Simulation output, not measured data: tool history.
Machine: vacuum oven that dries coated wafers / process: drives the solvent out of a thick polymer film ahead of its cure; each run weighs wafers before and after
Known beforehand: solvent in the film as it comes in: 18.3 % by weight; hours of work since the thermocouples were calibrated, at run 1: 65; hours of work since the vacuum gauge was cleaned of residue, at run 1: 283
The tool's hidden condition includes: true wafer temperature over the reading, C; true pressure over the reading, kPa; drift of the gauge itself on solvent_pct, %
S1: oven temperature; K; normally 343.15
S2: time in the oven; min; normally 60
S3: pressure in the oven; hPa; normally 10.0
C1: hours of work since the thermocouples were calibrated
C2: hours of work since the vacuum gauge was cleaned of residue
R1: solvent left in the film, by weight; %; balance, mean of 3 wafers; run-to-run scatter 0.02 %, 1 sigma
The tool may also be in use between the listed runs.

{"run": 1, "hour": 0.0, "S1": 343.15, "S2": 60, "S3": 10.0, "C1": 65, "C2": 283, "R1": 1.48}
{"run": 2, "hour": 15.9, "S1": 343.15, "S2": 60, "S3": 18.7, "C1": 77, "C2": 296, "R1": 1.77}
{"run": 3, "hour": 36.1, "S1": 343.15, "S2": 60, "S3": 18.7, "C1": 93, "C2": 311, "R1": 1.77}
{"run": 4, "hour": 59.9, "S1": 343.15, "S2": 60, "S3": 18.7, "C1": 112, "C2": 330, "R1": 1.78}
{"run": 5, "hour": 71.3, "S1": 343.15, "S2": 60, "S3": 18.7, "C1": 120, "C2": 339, "R1": 1.78}
{"run": 6, "hour": 94.7, "S1": 343.15, "S2": 60, "S3": 18.7, "C1": 139, "C2": 357, "R1": 1.82}
{"run": 7, "hour": 112.5, "S1": 343.15, "S2": 60, "S3": 18.7, "C1": 152, "C2": 370, "R1": 1.79}
{"run": 8, "hour": 129.5, "S1": 343.15, "S2": 60, "S3": 18.7, "C1": 166, "C2": 384, "R1": 1.81}
{"run": 9, "hour": 147.6, "S1": 343.15, "S2": 60, "S3": 18.7, "C1": 180, "C2": 398, "R1": 1.81}
{"run": 10, "hour": 161.6, "S1": 343.15, "S2": 60, "S3": 18.7, "C1": 190, "C2": 409, "R1": 1.84}
{"run": 11, "hour": 183.5, "S1": 343.15, "S2": 60, "S3": 10.0, "C1": 207, "C2": 426, "R1": 1.52}
{"run": 12, "hour": 200.8, "S1": 343.15, "S2": 60, "S3": 5.8, "C1": 221, "C2": 439, "R1": 1.44}
{"run": 13, "hour": 221.7, "S1": 343.15, "S2": 83, "S3": 5.8, "C1": 237, "C2": 455, "R1": 0.74}
{"hour": 224.2, "done": "vacuum gauge cleaned of residue and calibrated"}
{"run": 14, "hour": 247.6, "S1": 333.15, "S2": 60, "S3": 26.5, "C1": 256, "C2": 18, "R1": 4.79}
{"run": 15, "hour": 260.2, "S1": 333.15, "S2": 59, "S3": 13.5, "C1": 266, "C2": 28, "R1": 4.38}
{"run": 16, "hour": 270.2, "S1": 339.15, "S2": 74, "S3": 9.4, "C1": 274, "C2": 36, "R1": 1.69}
{"run": 17, "hour": 285.4, "S1": 343.15, "S2": 102, "S3": 15.8, "C1": 285, "C2": 47, "R1": 0.8}
{"hour": 289.2, "done": "vacuum gauge cleaned of residue and calibrated, once more"}
{"run": 18, "hour": 306.9, "S1": 341.15, "S2": 102, "S3": 26.6, "C1": 301, "C2": 14, "R1": 1.27}
{"run": 19, "hour": 321.9, "S1": 341.15, "S2": 102, "S3": 26.6, "C1": 312, "C2": 25, "R1": 1.27}
{"run": 20, "hour": 334.1, "S1": 349.15, "S2": 60, "S3": 12.1, "C1": 322, "C2": 35, "R1": 0.79}
{"run": 21, "hour": 356.9, "S1": 349.15, "S2": 56, "S3": 12.1, "C1": 340, "C2": 52, "R1": 0.9}
{"run": 22, "hour": 373.2, "S1": 354.15, "S2": 35, "S3": 15.8, "C1": 352, "C2": 65, "R1": 1.38}
{"run": 23, "hour": 392.7, "S1": 354.15, "S2": 35, "S3": 15.8, "C1": 367, "C2": 80, "R1": 1.39}
{"run": 24, "hour": 406.1, "S1": 351.15, "S2": 42, "S3": 39.0, "C1": 378, "C2": 91, "R1": 1.88}
{"run": 25, "hour": 418.6, "S1": 338.15, "S2": 66, "S3": 10.0, "C1": 387, "C2": 100, "R1": 2.32}

Subtracting, for every run, the result it would have given without the tool's unlogged condition from the measured result gives the following. The same run-to-run variation enters both numbers; the gauge's scatter may not:
run=1 R1=+0.07
run=2 R1=+0.08
run=3 R1=+0.09
run=4 R1=+0.09
run=5 R1=+0.09
run=6 R1=+0.11
run=7 R1=+0.11
run=8 R1=+0.11
run=9 R1=+0.12
run=10 R1=+0.13
run=11 R1=+0.13
run=12 R1=+0.13
run=13 R1=+0.10
run=14 R1=+0.27
run=15 R1=+0.27
run=16 R1=+0.18
run=17 R1=+0.11
run=18 R1=+0.07
run=19 R1=+0.07
run=20 R1=+0.06
run=21 R1=+0.08
run=22 R1=+0.12
run=23 R1=+0.12
run=24 R1=+0.14
run=25 R1=+0.20
